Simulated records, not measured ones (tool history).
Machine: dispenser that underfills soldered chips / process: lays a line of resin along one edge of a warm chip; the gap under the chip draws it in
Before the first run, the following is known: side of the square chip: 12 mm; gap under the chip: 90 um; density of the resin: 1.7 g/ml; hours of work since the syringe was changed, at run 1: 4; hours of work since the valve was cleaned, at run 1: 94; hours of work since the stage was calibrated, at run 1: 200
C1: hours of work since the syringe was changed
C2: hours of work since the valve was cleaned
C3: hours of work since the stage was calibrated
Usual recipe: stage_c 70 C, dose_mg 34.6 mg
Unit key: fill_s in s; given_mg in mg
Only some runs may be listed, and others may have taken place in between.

{"run": 1, "hour": 0.0, "stage_c": 70, "dose_mg": 34.6, "C1": 4, "C2": 94, "C3": 200, "fill_s": 50.4, "given_mg": 33.04}
{"run": 2, "hour": 4.8, "stage_c": 70, "dose_mg": 34.6, "C1": 8, "C2": 97, "C3": 204, "fill_s": 59.1, "given_mg": 32.71}
{"hour": 7.1, "done": "new syringe of resin"}
{"run": 3, "hour": 13.8, "stage_c": 70, "dose_mg": 34.6, "C1": 5, "C2": 103, "C3": 210, "fill_s": 50.0, "given_mg": 32.89}
{"hour": 20.2, "done": "new syringe of resin"}
{"run": 4, "hour": 20.3, "stage_c": 70, "dose_mg": 34.6, "C1": 0, "C2": 107, "C3": 214, "fill_s": 41.1, "given_mg": 32.55}
{"run": 5, "hour": 25.6, "stage_c": 70, "dose_mg": 34.6, "C1": 4, "C2": 111, "C3": 218, "fill_s": 48.1, "given_mg": 32.6}
{"run": 6, "hour": 31.7, "stage_c": 70, "dose_mg": 34.6, "C1": 8, "C2": 115, "C3": 222, "fill_s": 59.0, "given_mg": 32.41}
{"hour": 32.9, "done": "new syringe of resin"}
{"hour": 36.3, "done": "dispensing valve cleaned and set on the balance"}
{"run": 7, "hour": 41.0, "stage_c": 70, "dose_mg": 34.6, "C1": 5, "C2": 3, "C3": 227, "fill_s": 50.7, "given_mg": 34.75}
{"run": 8, "hour": 45.3, "stage_c": 70, "dose_mg": 34.6, "C1": 8, "C2": 6, "C3": 230, "fill_s": 57.8, "given_mg": 34.55}
{"hour": 46.8, "done": "new syringe of resin"}
{"run": 9, "hour": 49.9, "stage_c": 70, "dose_mg": 34.6, "C1": 2, "C2": 9, "C3": 233, "fill_s": 43.5, "given_mg": 34.25}
{"run": 10, "hour": 54.7, "stage_c": 70, "dose_mg": 34.6, "C1": 5, "C2": 13, "C3": 237, "fill_s": 50.5, "given_mg": 34.73}
{"hour": 60.1, "done": "new syringe of resin"}
{"run": 11, "hour": 60.6, "stage_c": 66, "dose_mg": 34.6, "C1": 0, "C2": 16, "C3": 241, "fill_s": 45.9, "given_mg": 34.35}
{"run": 12, "hour": 67.4, "stage_c": 55, "dose_mg": 44.6, "C1": 5, "C2": 21, "C3": 245, "fill_s": 82.2, "given_mg": 43.76}
{"hour": 73.1, "done": "new syringe of resin"}
{"run": 13, "hour": 76.5, "stage_c": 75, "dose_mg": 37.0, "C1": 2, "C2": 27, "C3": 251, "fill_s": 39.3, "given_mg": 36.33}
{"run": 14, "hour": 84.6, "stage_c": 75, "dose_mg": 37.0, "C1": 8, "C2": 33, "C3": 257, "fill_s": 50.4, "given_mg": 36.3}
{"hour": 86.2, "done": "new syringe of resin"}
{"run": 15, "hour": 92.9, "stage_c": 63, "dose_mg": 42.3, "C1": 5, "C2": 38, "C3": 262, "fill_s": 62.7, "given_mg": 41.16}
{"run": 16, "hour": 98.3, "stage_c": 56, "dose_mg": 41.6, "C1": 8, "C2": 42, "C3": 266, "fill_s": 97.2, "given_mg": 40.68}
{"hour": 99.1, "done": "new syringe of resin"}
{"run": 17, "hour": 106.0, "stage_c": 56, "dose_mg": 41.6, "C1": 5, "C2": 47, "C3": 271, "fill_s": 82.9, "given_mg": 40.4}
{"hour": 112.0, "done": "new syringe of resin"}
{"run": 18, "hour": 115.7, "stage_c": 56, "dose_mg": 41.6, "C1": 3, "C2": 54, "C3": 278, "fill_s": 72.9, "given_mg": 40.39}
{"run": 19, "hour": 119.7, "stage_c": 57, "dose_mg": 43.9, "C1": 5, "C2": 56, "C3": 281, "fill_s": 81.2, "given_mg": 42.8}
{"hour": 125.3, "done": "new syringe of resin"}
{"run": 20, "hour": 128.0, "stage_c": 78, "dose_mg": 32.1, "C1": 2, "C2": 62, "C3": 286, "fill_s": 35.5, "given_mg": 30.97}

For each entry between runs, how does the tool's hidden state at the last listed run before it compare with that at the first listed run after it?
After run 2, before run 3: new syringe of resin (hour 7.1)
  resin's viscosity, % of fresh resin's: 146.2 -> 125.3; dose that the valve gives, % of what is set: 95.01 -> 94.67; true chip temperature over the reading, C: -1.54 -> -1.59
  measured minus no-state result, fill_s: +21.0 -> +12.4 s; given_mg: -1.72 -> -1.84 mg
After run 3, before run 4: new syringe of resin (hour 20.2)
  resin's viscosity, % of fresh resin's: 125.3 -> 100.5; dose that the valve gives, % of what is set: 94.67 -> 94.43; true chip temperature over the reading, C: -1.59 -> -1.62
  measured minus no-state result, fill_s: +12.4 -> +2.6 s; given_mg: -1.84 -> -1.92 mg
After run 6, before run 7: new syringe of resin (hour 32.9); dispensing valve cleaned and set on the balance (hour 36.3)
  resin's viscosity, % of fresh resin's: 145.7 -> 126.6; dose that the valve gives, % of what is set: 94 -> 99.86; true chip temperature over the reading, C: -1.68 -> -1.72
  measured minus no-state result, fill_s: +21.1 -> +13.0 s; given_mg: -2.08 -> -0.04 mg
After run 8, before run 9: new syringe of resin (hour 46.8)
  resin's viscosity, % of fresh resin's: 145.6 -> 108.9; dose that the valve gives, % of what is set: 99.7 -> 99.53; true chip temperature over the reading, C: -1.75 -> -1.77
  measured minus no-state result, fill_s: +20.5 -> +5.9 s; given_mg: -0.11 -> -0.16 mg
After run 10, before run 11: new syringe of resin (hour 60.1)
  resin's viscosity, % of fresh resin's: 127.3 -> 99.8; dose that the valve gives, % of what is set: 99.35 -> 99.11; true chip temperature over the reading, C: -1.79 -> -1.82
  measured minus no-state result, fill_s: +13.2 -> +2.7 s; given_mg: -0.23 -> -0.31 mg
After run 12, before run 13: new syringe of resin (hour 73.1)
  resin's viscosity, % of fresh resin's: 124.4 -> 112.8; dose that the valve gives, % of what is set: 98.86 -> 98.51; true chip temperature over the reading, C: -1.86 -> -1.91
  measured minus no-state result, fill_s: +20.5 -> +6.5 s; given_mg: -0.51 -> -0.55 mg
After run 14, before run 15: new syringe of resin (hour 86.2)
  resin's viscosity, % of fresh resin's: 146.8 -> 123.6; dose that the valve gives, % of what is set: 98.2 -> 97.89; true chip temperature over the reading, C: -1.95 -> -1.99
  measured minus no-state result, fill_s: +18.1 -> +15.4 s; given_mg: -0.66 -> -0.89 mg
After run 16, before run 17: new syringe of resin (hour 99.1)
  resin's viscosity, % of fresh resin's: 147.5 -> 127.9; dose that the valve gives, % of what is set: 97.67 -> 97.38; true chip temperature over the reading, C: -2.02 -> -2.06
  measured minus no-state result, fill_s: +36.2 -> +22.7 s; given_mg: -0.97 -> -1.09 mg
After run 17, before run 18: new syringe of resin (hour 112.0)
  resin's viscosity, % of fresh resin's: 127.9 -> 113.6; dose that the valve gives, % of what is set: 97.38 -> 97; true chip temperature over the reading, C: -2.06 -> -2.11
  measured minus no-state result, fill_s: +22.7 -> +13.6 s; given_mg: -1.09 -> -1.25 mg
After run 19, before run 20: new syringe of resin (hour 125.3)
  resin's viscosity, % of fresh resin's: 129.6 -> 110.6; dose that the valve gives, % of what is set: 96.85 -> 96.52; true chip temperature over the reading, C: -2.13 -> -2.18
  measured minus no-state result, fill_s: +23.3 -> +5.8 s; given_mg: -1.39 -> -1.12 mg
